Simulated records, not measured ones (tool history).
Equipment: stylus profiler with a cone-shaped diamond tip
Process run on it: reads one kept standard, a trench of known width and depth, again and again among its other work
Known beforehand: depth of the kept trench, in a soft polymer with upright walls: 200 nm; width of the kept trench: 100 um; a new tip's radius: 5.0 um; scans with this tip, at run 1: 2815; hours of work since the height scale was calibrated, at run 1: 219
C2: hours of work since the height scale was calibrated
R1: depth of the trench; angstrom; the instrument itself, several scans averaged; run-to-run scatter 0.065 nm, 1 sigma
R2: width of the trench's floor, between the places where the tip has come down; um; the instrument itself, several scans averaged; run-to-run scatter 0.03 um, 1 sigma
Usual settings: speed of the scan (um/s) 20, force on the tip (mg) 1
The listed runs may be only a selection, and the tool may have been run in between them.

{"run": 1, "hour": 0.0, "speed of the scan (um/s)": 20, "force on the tip (mg)": 1, "scans with this tip": 2815, "C2": 219, "R1": 2015.7, "R2": 97}
{"run": 2, "hour": 16.7, "speed of the scan (um/s)": 20, "force on the tip (mg)": 1, "scans with this tip": 2975, "C2": 231, "R1": 2014.8, "R2": 97.01}
{"run": 3, "hour": 30.2, "speed of the scan (um/s)": 20, "force on the tip (mg)": 1, "scans with this tip": 3104, "C2": 241, "R1": 2015.8, "R2": 96.98}
{"run": 4, "hour": 61.6, "speed of the scan (um/s)": 20, "force on the tip (mg)": 1, "scans with this tip": 3405, "C2": 265, "R1": 2016.2, "R2": 97}
{"run": 5, "hour": 90.8, "speed of the scan (um/s)": 20, "force on the tip (mg)": 1, "scans with this tip": 3685, "C2": 286, "R1": 2015.7, "R2": 96.97}
{"run": 6, "hour": 113.2, "speed of the scan (um/s)": 20, "force on the tip (mg)": 1, "scans with this tip": 3899, "C2": 303, "R1": 2015.8, "R2": 96.99}
{"run": 7, "hour": 127.0, "speed of the scan (um/s)": 19, "force on the tip (mg)": 1, "scans with this tip": 4031, "C2": 313, "R1": 2016.7, "R2": 96.96}
{"run": 8, "hour": 147.7, "speed of the scan (um/s)": 19, "force on the tip (mg)": 1, "scans with this tip": 4230, "C2": 329, "R1": 2014.7, "R2": 97.05}
{"run": 9, "hour": 178.4, "speed of the scan (um/s)": 19, "force on the tip (mg)": 1, "scans with this tip": 4524, "C2": 352, "R1": 2014.1, "R2": 97}
{"run": 10, "hour": 200.9, "speed of the scan (um/s)": 20, "force on the tip (mg)": 2.03, "scans with this tip": 4739, "C2": 368, "R1": 2024.5, "R2": 96.99}
{"run": 11, "hour": 226.0, "speed of the scan (um/s)": 20, "force on the tip (mg)": 1, "scans with this tip": 4980, "C2": 387, "R1": 2015.8, "R2": 96.98}
{"run": 12, "hour": 251.1, "speed of the scan (um/s)": 20, "force on the tip (mg)": 1, "scans with this tip": 5219, "C2": 406, "R1": 2014.7, "R2": 96.86}
{"run": 13, "hour": 278.1, "speed of the scan (um/s)": 20, "force on the tip (mg)": 1, "scans with this tip": 5478, "C2": 426, "R1": 2015.8, "R2": 96.92}
{"run": 14, "hour": 292.0, "speed of the scan (um/s)": 20, "force on the tip (mg)": 2.96, "scans with this tip": 5611, "C2": 436, "R1": 2032, "R2": 96.94}
{"run": 15, "hour": 320.6, "speed of the scan (um/s)": 42, "force on the tip (mg)": 1, "scans with this tip": 5885, "C2": 457, "R1": 2014.8, "R2": 96.83}
{"run": 16, "hour": 340.7, "speed of the scan (um/s)": 42, "force on the tip (mg)": 1, "scans with this tip": 6078, "C2": 472, "R1": 2015.5, "R2": 96.84}
{"run": 17, "hour": 357.9, "speed of the scan (um/s)": 36, "force on the tip (mg)": 1, "scans with this tip": 6243, "C2": 485, "R1": 2014.2, "R2": 96.84}
{"run": 18, "hour": 378.9, "speed of the scan (um/s)": 22, "force on the tip (mg)": 1, "scans with this tip": 6444, "C2": 501, "R1": 2013.3, "R2": 96.94}
{"run": 19, "hour": 404.1, "speed of the scan (um/s)": 20, "force on the tip (mg)": 1, "scans with this tip": 6685, "C2": 520, "R1": 2013.8, "R2": 96.92}
{"run": 20, "hour": 431.6, "speed of the scan (um/s)": 20, "force on the tip (mg)": 1, "scans with this tip": 6949, "C2": 540, "R1": 2015, "R2": 96.83}
{"run": 21, "hour": 449.6, "speed of the scan (um/s)": 39, "force on the tip (mg)": 0.55, "scans with this tip": 7121, "C2": 553, "R1": 2010.1, "R2": 96.78}
{"run": 22, "hour": 481.4, "speed of the scan (um/s)": 22, "force on the tip (mg)": 0.66, "scans with this tip": 7426, "C2": 577, "R1": 2011, "R2": 96.83}
{"run": 23, "hour": 504.6, "speed of the scan (um/s)": 12, "force on the tip (mg)": 0.47, "scans with this tip": 7648, "C2": 594, "R1": 2007.6, "R2": 96.88}
{"run": 24, "hour": 530.2, "speed of the scan (um/s)": 47, "force on the tip (mg)": 1.39, "scans with this tip": 7893, "C2": 613, "R1": 2018.5, "R2": 96.75}
{"run": 25, "hour": 545.5, "speed of the scan (um/s)": 47, "force on the tip (mg)": 1.39, "scans with this tip": 8039, "C2": 625, "R1": 2017.6, "R2": 96.79}
{"run": 26, "hour": 571.7, "speed of the scan (um/s)": 36, "force on the tip (mg)": 0.34, "scans with this tip": 8290, "C2": 644, "R1": 2005.6, "R2": 96.68}
{"run": 27, "hour": 589.5, "speed of the scan (um/s)": 57, "force on the tip (mg)": 2, "scans with this tip": 8460, "C2": 658, "R1": 2022.5, "R2": 96.83}
{"run": 28, "hour": 617.4, "speed of the scan (um/s)": 30, "force on the tip (mg)": 0.54, "scans with this tip": 8728, "C2": 678, "R1": 2008.3, "R2": 96.75}
{"run": 29, "hour": 634.6, "speed of the scan (um/s)": 10, "force on the tip (mg)": 0.61, "scans with this tip": 8892, "C2": 691, "R1": 2008.9, "R2": 96.86}
{"run": 30, "hour": 652.0, "speed of the scan (um/s)": 10, "force on the tip (mg)": 0.9, "scans with this tip": 9059, "C2": 704, "R1": 2012.5, "R2": 96.85}
{"run": 31, "hour": 677.5, "speed of the scan (um/s)": 73, "force on the tip (mg)": 0.66, "scans with this tip": 9303, "C2": 723, "R1": 2010.4, "R2": 96.56}
{"run": 32, "hour": 698.9, "speed of the scan (um/s)": 35, "force on the tip (mg)": 2.29, "scans with this tip": 9509, "C2": 739, "R1": 2026.8, "R2": 96.81}
{"run": 33, "hour": 718.9, "speed of the scan (um/s)": 35, "force on the tip (mg)": 2.09, "scans with this tip": 9700, "C2": 754, "R1": 2023.6, "R2": 96.81}
{"run": 34, "hour": 746.8, "speed of the scan (um/s)": 71, "force on the tip (mg)": 2.74, "scans with this tip": 9967, "C2": 775, "R1": 2028.3, "R2": 96.75}
{"run": 35, "hour": 773.1, "speed of the scan (um/s)": 7, "force on the tip (mg)": 0.36, "scans with this tip": 10219, "C2": 794, "R1": 2005.3, "R2": 96.83}
{"run": 36, "hour": 793.7, "speed of the scan (um/s)": 48, "force on the tip (mg)": 1.37, "scans with this tip": 10416, "C2": 810, "R1": 2015.9, "R2": 96.69}
{"run": 37, "hour": 822.5, "speed of the scan (um/s)": 48, "force on the tip (mg)": 1.37, "scans with this tip": 10691, "C2": 831, "R1": 2017.9, "R2": 96.75}
{"run": 38, "hour": 839.6, "speed of the scan (um/s)": 6, "force on the tip (mg)": 0.66, "scans with this tip": 10855, "C2": 844, "R1": 2009, "R2": 96.82}
{"run": 39, "hour": 860.1, "speed of the scan (um/s)": 6, "force on the tip (mg)": 0.66, "scans with this tip": 11052, "C2": 859, "R1": 2009.6, "R2": 96.84}

Forecast each of these 3 alternatives for the next run:
{"run": "A", "hour": 884.8, "speed of the scan (um/s)": 47, "force on the tip (mg)": 1.29, "scans with this tip": 11289, "C2": 877, "R1": "?", "R2": "?"}
{"run": "B", "hour": 884.8, "speed of the scan (um/s)": 19, "force on the tip (mg)": 0.94, "scans with this tip": 11289, "C2": 877, "R1": "?", "R2": "?"}
{"run": "C", "hour": 884.8, "speed of the scan (um/s)": 70, "force on the tip (mg)": 0.84, "scans with this tip": 11289, "C2": 877, "R1": "?", "R2": "?"}

run=A R1=2016.4 R2=96.64
run=B R1=2012.2 R2=96.76
run=C R1=2013.1 R2=96.57
Stripped of hidden state, with their random variation kept, the same runs would have yielded:
run=A R1=2019.1 R2=96.99
run=B R1=2014.8 R2=97.12
run=C R1=2015.7 R2=96.92
